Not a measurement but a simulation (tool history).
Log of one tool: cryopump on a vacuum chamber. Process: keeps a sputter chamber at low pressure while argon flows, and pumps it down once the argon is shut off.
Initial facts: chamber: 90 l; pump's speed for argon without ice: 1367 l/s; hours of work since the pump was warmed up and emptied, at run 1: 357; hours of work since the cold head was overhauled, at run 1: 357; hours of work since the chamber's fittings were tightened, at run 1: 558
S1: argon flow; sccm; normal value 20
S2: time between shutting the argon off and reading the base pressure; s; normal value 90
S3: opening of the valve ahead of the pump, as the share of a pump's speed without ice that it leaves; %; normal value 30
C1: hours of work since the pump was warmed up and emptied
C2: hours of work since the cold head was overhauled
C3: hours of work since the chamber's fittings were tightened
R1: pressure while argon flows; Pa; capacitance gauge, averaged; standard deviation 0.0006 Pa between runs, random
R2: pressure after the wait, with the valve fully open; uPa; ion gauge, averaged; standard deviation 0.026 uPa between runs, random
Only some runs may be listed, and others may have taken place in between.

| run | day | S1 | S2 | S3 | C1 | C2 | C3 | R1 | R2 |
|---|---|---|---|---|---|---|---|---|---|
| 1 | 0.000 | 20 | 90 | 30 | 357 | 357 | 558 | 0.0895 | 2.21 |
| 2 | 1.104 | 20 | 90 | 30 | 375 | 375 | 576 | 0.0891 | 2.19 |
| 3 | 2.758 | 20 | 90 | 30 | 401 | 401 | 603 | 0.0895 | 2.32 |
| 4 | 4.058 | 20 | 90 | 30 | 423 | 423 | 624 | 0.0915 | 2.36 |
| 5 | 5.292 | 20 | 90 | 30 | 443 | 443 | 644 | 0.0924 | 2.42 |
|  | 6.379 | pump warmed up, emptied and cooled again |
| 6 | 6.667 | 20 | 90 | 30 | 5 | 462 | 663 | 0.0819 | 2.05 |
| 7 | 7.512 | 20 | 90 | 30 | 18 | 475 | 677 | 0.0823 | 2.11 |
| 8 | 9.104 | 20 | 111 | 30 | 44 | 501 | 703 | 0.0835 | 1.92 |
| 9 | 10.317 | 20 | 29 | 30 | 64 | 521 | 722 | 0.0836 | 3.96 |
| 10 | 11.125 | 20 | 29 | 30 | 77 | 534 | 736 | 0.0833 | 4.15 |
| 11 | 12.221 | 20 | 29 | 30 | 95 | 552 | 753 | 0.0838 | 4.06 |
| 12 | 13.862 | 20 | 29 | 30 | 122 | 578 | 780 | 0.0841 | 4.31 |
| 13 | 15.258 | 20 | 77 | 30 | 144 | 601 | 803 | 0.0846 | 2.57 |
| 14 | 16.129 | 20 | 133 | 30 | 158 | 615 | 817 | 0.0857 | 2.09 |
| 15 | 17.388 | 20 | 133 | 30 | 179 | 636 | 837 | 0.0858 | 2.17 |
| 16 | 18.429 | 20 | 133 | 30 | 196 | 653 | 854 | 0.0863 | 2.29 |
| 17 | 19.483 | 20 | 133 | 30 | 213 | 670 | 871 | 0.0867 | 2.28 |
| 18 | 20.421 | 9 | 91 | 16 | 228 | 685 | 887 | 0.0718 | 2.60 |
| 19 | 21.221 | 31 | 174 | 17 | 241 | 698 | 900 | 0.2329 | 2.18 |
| 20 | 22.383 | 10 | 101 | 17 | 260 | 717 | 919 | 0.0755 | 2.68 |
| 21 | 23.367 | 31 | 187 | 31 | 276 | 733 | 935 | 0.1327 | 2.38 |
| 22 | 25.062 | 26 | 25 | 43 | 304 | 760 | 962 | 0.0827 | 5.28 |
| 23 | 25.829 | 26 | 25 | 43 | 316 | 773 | 975 | 0.0836 | 5.17 |
| 24 | 27.217 | 26 | 25 | 43 | 339 | 795 | 997 | 0.0828 | 5.49 |
| 25 | 28.408 | 37 | 235 | 30 | 358 | 815 | 1016 | 0.1660 | 2.54 |
| 26 | 29.550 | 37 | 235 | 30 | 376 | 833 | 1035 | 0.1667 | 2.68 |
| 27 | 30.479 | 21 | 225 | 54 | 392 | 849 | 1050 | 0.0577 | 2.65 |
| 28 | 31.329 | 21 | 225 | 54 | 405 | 862 | 1064 | 0.0567 | 2.77 |
| 29 | 32.400 | 11 | 148 | 22 | 423 | 880 | 1081 | 0.0663 | 2.95 |
| 30 | 33.304 | 14 | 148 | 22 | 438 | 894 | 1096 | 0.0850 | 3.02 |
|  | 34.738 | pump warmed up, emptied and cooled again |
| 31 | 34.775 | 14 | 148 | 22 | 1 | 915 | 1117 | 0.0782 | 2.34 |
| 32 | 35.975 | 14 | 148 | 22 | 20 | 934 | 1136 | 0.0790 | 2.44 |
| 33 | 37.112 | 14 | 297 | 23 | 39 | 953 | 1154 | 0.0768 | 2.19 |
| 34 | 38.246 | 20 | 24 | 17 | 57 | 971 | 1173 | 0.1464 | 5.42 |

3 options for the next run, each taken on its own from the tool as it stands now. Forecast them:
| A | 39.062 | 20 | 152 | 30 | 70 | 985 | 1186 | ? | ? |
| B | 39.062 | 19 | 20 | 45 | 70 | 985 | 1186 | ? | ? |
| C | 39.062 | 20 | 142 | 54 | 70 | 985 | 1186 | ? | ? |

| run | R1 | R2 |
|---|---|---|
| A | 0.0841 | 2.47 |
| B | 0.0529 | 6.06 |
| C | 0.0465 | 2.50 |
Stripped of hidden state, with their random variation kept, the same runs would have yielded:
| run | R1 | R2 |
|---|---|---|
| A | 0.0827 | 0.73 |
| B | 0.0516 | 4.29 |
| C | 0.0451 | 0.78 |
